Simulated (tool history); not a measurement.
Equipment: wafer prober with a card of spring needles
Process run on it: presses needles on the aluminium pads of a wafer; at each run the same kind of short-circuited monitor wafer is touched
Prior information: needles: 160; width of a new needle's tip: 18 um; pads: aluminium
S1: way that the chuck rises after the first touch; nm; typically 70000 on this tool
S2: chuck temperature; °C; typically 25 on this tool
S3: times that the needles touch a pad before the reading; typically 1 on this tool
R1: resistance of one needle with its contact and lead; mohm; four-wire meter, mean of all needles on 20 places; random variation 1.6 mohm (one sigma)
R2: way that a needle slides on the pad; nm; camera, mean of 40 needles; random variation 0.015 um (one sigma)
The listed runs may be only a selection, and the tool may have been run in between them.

run	day	S1	S2	S3	R1	R2
1	0.000	70000	25	1	218	13030
# day 0.146: tips cleaned on abrasive film
# day 0.804: tips cleaned on abrasive film
2	1.292	70000	25	1	223	13010
# day 1.438: tips cleaned on abrasive film
# day 2.008: tips cleaned on abrasive film
# day 2.704: tips cleaned on abrasive film
# day 3.408: tips cleaned on abrasive film
3	3.483	70000	25	1	177	12940
# day 4.058: tips cleaned on abrasive film
4	4.612	70000	110	1	231	12970
# day 4.758: tips cleaned on abrasive film
# day 5.467: tips cleaned on abrasive film
5	5.912	73000	110	1	223	13490
# day 6.058: tips cleaned on abrasive film
# day 6.775: tips cleaned on abrasive film
6	7.062	68000	110	1	215	12520
# day 7.479: tips cleaned on abrasive film
# day 8.054: tips cleaned on abrasive film
# day 8.767: tips cleaned on abrasive film
# day 9.462: tips cleaned on abrasive film
7	9.592	68000	32	1	190	12480
# day 10.162: tips cleaned on abrasive film
# day 10.317: height of the first contact set anew
# day 10.892: tips cleaned on abrasive film
# day 11.583: tips cleaned on abrasive film
8	11.929	68000	32	1	217	12800
# day 12.221: tips cleaned on abrasive film
# day 12.792: tips cleaned on abrasive film
# day 13.467: tips cleaned on abrasive film
9	14.017	83000	32	1	202	15570
# day 14.162: tips cleaned on abrasive film
# day 14.808: tips cleaned on abrasive film
# day 15.392: tips cleaned on abrasive film
10	15.392	83000	32	1	158	15520
# day 16.104: tips cleaned on abrasive film
# day 16.679: tips cleaned on abrasive film
# day 17.375: tips cleaned on abrasive film
11	17.446	57000	25	1	191	10610
# day 17.962: tips cleaned on abrasive film
# day 18.625: tips cleaned on abrasive film
# day 19.325: tips cleaned on abrasive film
12	19.388	87000	25	1	164	16240
# day 19.958: tips cleaned on abrasive film
# day 20.654: tips cleaned on abrasive film
# day 21.333: tips cleaned on abrasive film
# day 21.975: tips cleaned on abrasive film
13	21.975	87000	25	1	161	16230
# day 22.692: tips cleaned on abrasive film
# day 23.262: tips cleaned on abrasive film
# day 23.975: tips cleaned on abrasive film
14	24.271	85000	25	1	193	15780
# day 24.550: tips cleaned on abrasive film
# day 25.246: tips cleaned on abrasive film
# day 25.821: tips cleaned on abrasive film
15	26.112	84000	25	2	176	15570
# day 26.525: tips cleaned on abrasive film
# day 27.238: tips cleaned on abrasive film
# day 27.917: tips cleaned on abrasive film
# day 28.625: tips cleaned on abrasive film
16	28.758	67000	28	3	168	12330
# day 29.304: tips cleaned on abrasive film
# day 29.992: tips cleaned on abrasive film
17	30.050	67000	28	3	159	12330
# day 30.592: tips cleaned on abrasive film
# day 31.288: tips cleaned on abrasive film
# day 31.300: height of the first contact set anew
# day 32.000: tips cleaned on abrasive film
18	32.079	70000	26	1	179	13150
# day 32.621: tips cleaned on abrasive film
# day 33.338: tips cleaned on abrasive film
# day 34.017: tips cleaned on abrasive film
# day 34.662: tips cleaned on abrasive film
19	34.692	78000	85	1	178	14610
# day 35.367: tips cleaned on abrasive film
# day 36.029: tips cleaned on abrasive film
# day 36.704: tips cleaned on abrasive film
20	36.775	84000	69	1	176	15710
# day 37.312: tips cleaned on abrasive film
# day 38.029: tips cleaned on abrasive film
# day 38.742: tips cleaned on abrasive film
# day 39.329: tips cleaned on abrasive film
21	39.329	84000	43	1	166	15700
# day 40.025: tips cleaned on abrasive film
# day 40.596: tips cleaned on abrasive film
# day 41.283: tips cleaned on abrasive film
# day 41.938: tips cleaned on abrasive film
22	41.938	84000	43	1	161	15630
# day 42.633: tips cleaned on abrasive film
# day 43.321: tips cleaned on abrasive film
23	43.338	84000	43	1	164	15630
# day 44.008: tips cleaned on abrasive film
# day 44.725: tips cleaned on abrasive film
# day 45.400: tips cleaned on abrasive film
24	45.875	70000	25	2	196	12990
# day 46.021: tips cleaned on abrasive film
# day 46.692: tips cleaned on abrasive film
# day 47.262: tips cleaned on abrasive film
# day 47.762: card fitted with new needles
# day 48.475: tips cleaned on abrasive film
25	48.817	87000	66	1	192	16340
# day 49.096: tips cleaned on abrasive film
# day 49.796: tips cleaned on abrasive film
# day 50.488: tips cleaned on abrasive film
26	51.033	87000	66	1	199	16290
# day 51.179: tips cleaned on abrasive film
# day 51.875: tips cleaned on abrasive film
# day 52.450: tips cleaned on abrasive film
27	52.579	70000	35	1	184	13080

Some steps in R1, run to run, broken into two amounts with sign: the step expected even without the hidden condition (settings, incoming material, random variation), and the rest, left for the hidden condition together with whatever gauge scatter is not in both the measured and the hidden-condition-free result:
Hidden conditions of the tool in this case: debris on the tips, nm; way that the needles fall short of the set height, um; tips' diameter, um; drift of the gauge itself on contact_mohm, %; drift of the gauge itself on scrub_um, %.
Run 2 -> 3: tips cleaned on abrasive film, tips cleaned on abrasive film, tips cleaned on abrasive film, tips cleaned on abrasive film. R1 -46 mohm: hidden state -47, all else +1.
Run 3 -> 4: S2 25 -> 110, tips cleaned on abrasive film. R1 +54 mohm: hidden state +40, all else +14.
Run 9 -> 10: tips cleaned on abrasive film, tips cleaned on abrasive film, tips cleaned on abrasive film. R1 -44 mohm: hidden state -46, all else +2.

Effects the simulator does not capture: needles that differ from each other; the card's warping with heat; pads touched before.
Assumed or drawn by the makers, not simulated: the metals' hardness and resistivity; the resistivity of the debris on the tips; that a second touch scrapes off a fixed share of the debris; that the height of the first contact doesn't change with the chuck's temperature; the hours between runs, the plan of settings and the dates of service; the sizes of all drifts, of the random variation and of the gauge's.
